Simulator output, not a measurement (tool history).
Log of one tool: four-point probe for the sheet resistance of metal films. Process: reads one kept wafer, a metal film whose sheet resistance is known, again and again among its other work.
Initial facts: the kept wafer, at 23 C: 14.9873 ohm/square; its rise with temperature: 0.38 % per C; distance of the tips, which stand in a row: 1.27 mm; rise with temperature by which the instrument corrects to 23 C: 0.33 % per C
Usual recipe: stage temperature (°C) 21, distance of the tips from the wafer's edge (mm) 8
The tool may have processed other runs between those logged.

run,day,stage temperature (°C),distance of the tips from the wafer's edge (mm),sheet resistance as the instrument gives it (ohm/square)
1,0.000,21,8,15.045439
2,2.046,21,8,15.045452
3,4.238,21,48,14.850572
4,6.617,21,8,15.040336
5,8.162,21,8,15.035974
6,9.979,21,8,15.039832
7,11.762,18,8,15.014546
8,13.742,18,8,15.015863
9,16.121,21,8,15.033636
10,18.483,30,8,15.101075
11,20.342,22,7,15.096764
12,22.642,22,7,15.096071
13,24.792,20,8,15.015688
14,26.771,20,8,15.014662
15,28.396,20,8,15.008631
16,29.575,20,8,15.013353
17,31.375,20,16,14.865696
18,32.750,20,16,14.867381

What will run 19 give?
19,33.858,22,5,?

{"run 19": {"sheet resistance as the instrument gives it (ohm/square)": 15.320123}}
Take away the tool's hidden state, keep the run-to-run variation as it was, and the same run would have given sheet resistance as the instrument gives it (ohm/square) 15.478690.
